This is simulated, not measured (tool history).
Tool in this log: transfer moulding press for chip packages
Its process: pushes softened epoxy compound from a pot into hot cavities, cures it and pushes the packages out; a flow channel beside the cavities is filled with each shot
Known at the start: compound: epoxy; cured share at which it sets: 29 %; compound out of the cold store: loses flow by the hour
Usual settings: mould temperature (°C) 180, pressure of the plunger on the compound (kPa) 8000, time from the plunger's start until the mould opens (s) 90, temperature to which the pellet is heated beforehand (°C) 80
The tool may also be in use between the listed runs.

run	day	mould temperature (°C)	pressure of the plunger on the compound (kPa)	time from the plunger's start until the mould opens (s)	temperature to which the pellet is heated beforehand (°C)	incoming compound's hours out of the cold store	length that the compound runs in the flow channel (mm)	greatest force on the pins that push the packages out (N)
1	0	180	8000	90	80	11.4	848	511
2	0.738	180	8000	90	84	10.8	842	597
# day 0.942: cavities cleaned with cleaning compound and waxed
3	1.596	180	8000	90	80	25.4	788	453
4	2.338	180	8000	116	80	21	803	346
# day 2.925: cavities cleaned with cleaning compound and waxed
5	3.012	188	8000	90	80	38.9	716	243
6	3.808	180	8000	90	80	25	782	485
7	4.254	180	8000	90	80	10.2	840	560
# day 4.9: cavities cleaned with cleaning compound and waxed
8	5.071	180	8000	90	81	31.9	753	376
9	5.796	180	8000	90	81	23.5	782	474
10	6.483	180	8000	90	81	11.8	827	552
# day 6.821: plunger's sealing rings changed
# day 7: cavities cleaned with cleaning compound and waxed
11	7.471	180	8000	90	81	42.7	741	396
12	7.958	180	8000	90	80	47.2	725	457
13	8.792	180	8000	90	80	29.2	788	547
# day 8.979: cavities cleaned with cleaning compound and waxed
14	9.604	180	8000	90	80	10.4	859	451
15	10.404	180	8000	90	72	47.9	718	518
# day 10.971: cavities cleaned with cleaning compound and waxed
16	10.992	180	8000	90	72	19.1	826	363
17	11.354	180	8230	90	80	10.3	870	416
18	11.775	185	7230	90	80	33.3	717	352
19	12.483	180	7230	75	80	42.3	692	803
# day 12.942: cavities cleaned with cleaning compound and waxed
20	12.992	176	8490	90	80	24.5	832	479
21	13.55	180	8000	90	83	17.3	824	469
22	14.054	180	8000	90	83	33.2	765	490
23	14.521	183	7040	83	88	29.9	715	529
# day 14.946: cavities cleaned with cleaning compound and waxed
24	15.079	178	6980	90	80	14.2	779	436
25	15.671	178	6980	90	80	36.4	698	529
26	16.417	178	6980	90	80	43.4	674	597
# day 16.917: cavities cleaned with cleaning compound and waxed
27	17.229	186	8040	83	90	43.8	702	299

What if the next run were any one of these 3? Each begins from the tool's condition after run 27:
A	17.633	180	8000	113	79	38.7	?	?
B	17.633	175	7590	83	71	42.7	?	?
C	17.633	186	8040	83	79	8.3	?	?

run	length that the compound runs in the flow channel (mm)	greatest force on the pins that push the packages out (N)
A	731	298
B	712	772
C	834	409
Stripped of hidden state, with their random variation kept, the same runs would have yielded:
run	length that the compound runs in the flow channel (mm)	greatest force on the pins that push the packages out (N)
A	759	217
B	739	566
C	865	299
